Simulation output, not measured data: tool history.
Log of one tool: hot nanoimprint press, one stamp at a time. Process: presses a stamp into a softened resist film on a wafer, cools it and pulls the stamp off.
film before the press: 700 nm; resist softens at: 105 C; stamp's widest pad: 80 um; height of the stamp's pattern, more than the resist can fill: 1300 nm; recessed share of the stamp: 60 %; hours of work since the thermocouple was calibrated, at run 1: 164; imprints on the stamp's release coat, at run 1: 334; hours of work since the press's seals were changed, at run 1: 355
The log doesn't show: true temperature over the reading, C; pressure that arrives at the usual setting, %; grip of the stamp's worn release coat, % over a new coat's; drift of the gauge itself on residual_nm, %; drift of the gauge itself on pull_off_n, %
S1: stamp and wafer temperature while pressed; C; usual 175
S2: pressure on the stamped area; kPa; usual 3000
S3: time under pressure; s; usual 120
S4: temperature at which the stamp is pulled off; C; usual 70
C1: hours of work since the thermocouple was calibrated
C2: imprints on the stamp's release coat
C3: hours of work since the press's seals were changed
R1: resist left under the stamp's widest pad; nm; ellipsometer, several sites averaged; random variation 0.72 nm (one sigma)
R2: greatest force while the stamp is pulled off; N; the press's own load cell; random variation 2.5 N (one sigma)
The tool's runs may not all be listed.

| run | day | S1 | S2 | S3 | S4 | C1 | C2 | C3 | R1 | R2 |
|---|---|---|---|---|---|---|---|---|---|---|
| 1 | 0.000 | 175 | 3000 | 120 | 70 | 164 | 334 | 355 | 416.0 | 121 |
| 2 | 1.417 | 175 | 3000 | 120 | 70 | 185 | 451 | 375 | 413.1 | 127 |
| 3 | 2.225 | 175 | 3210 | 120 | 70 | 197 | 517 | 387 | 403.9 | 127 |
| 4 | 3.446 | 175 | 3210 | 120 | 70 | 214 | 618 | 405 | 402.9 | 129 |
| 5 | 4.425 | 175 | 3000 | 78 | 70 | 228 | 699 | 419 | 468.8 | 133 |
| 6 | 5.433 | 175 | 3000 | 78 | 70 | 243 | 783 | 433 | 467.9 | 139 |
| 7 | 6.942 | 175 | 3000 | 120 | 70 | 265 | 907 | 455 | 410.3 | 139 |
| 8 | 8.275 | 175 | 3000 | 120 | 70 | 284 | 1017 | 474 | 410.3 | 140 |
| 9 | 9.546 | 175 | 3000 | 120 | 70 | 302 | 1122 | 493 | 410.3 | 152 |
| 10 | 11.133 | 175 | 3000 | 120 | 70 | 326 | 1253 | 516 | 409.7 | 149 |
| 11 | 12.679 | 175 | 3000 | 120 | 70 | 348 | 1381 | 538 | 408.8 | 154 |
|  | 13.708 | plate thermocouple calibrated |
| 12 | 13.800 | 175 | 3000 | 120 | 70 | 1 | 1463 | 553 | 428.9 | 161 |
| 13 | 15.142 | 175 | 3000 | 120 | 70 | 21 | 1574 | 572 | 427.8 | 164 |
| 14 | 16.658 | 175 | 2100 | 120 | 70 | 43 | 1699 | 594 | 477.9 | 170 |
| 15 | 17.721 | 175 | 2100 | 120 | 70 | 58 | 1787 | 609 | 478.3 | 173 |
| 16 | 18.975 | 175 | 2100 | 120 | 70 | 76 | 1891 | 627 | 477.0 | 178 |
| 17 | 19.800 | 175 | 2100 | 120 | 70 | 88 | 1959 | 639 | 475.2 | 174 |
| 18 | 20.712 | 173 | 3000 | 159 | 59 | 101 | 2034 | 652 | 426.9 | 220 |
| 19 | 22.217 | 175 | 3000 | 115 | 70 | 123 | 2159 | 674 | 429.4 | 177 |
| 20 | 23.738 | 175 | 3000 | 115 | 70 | 145 | 2284 | 696 | 430.0 | 178 |
|  | 24.492 | stamp cleaned and given a new release coat |
| 21 | 25.000 | 186 | 2560 | 120 | 70 | 160 | 42 | 711 | 264.0 | 113 |
| 22 | 26.538 | 186 | 2560 | 120 | 70 | 182 | 169 | 733 | 262.4 | 121 |
| 23 | 27.367 | 175 | 4170 | 129 | 70 | 194 | 237 | 745 | 366.8 | 122 |
| 24 | 28.171 | 185 | 4440 | 120 | 70 | 205 | 304 | 757 | 215.1 | 128 |
| 25 | 29.654 | 178 | 4440 | 131 | 70 | 227 | 426 | 778 | 303.0 | 127 |

Forecast run 26:
| 26 | 30.458 | 178 | 4440 | 131 | 70 | 239 | 493 | 790 | ? | ? |

Run 26 gave R1 303.4 nm, R2 124 N.
Without the tool's hidden state the same run would have given R1 299.9 nm, R2 110 N.
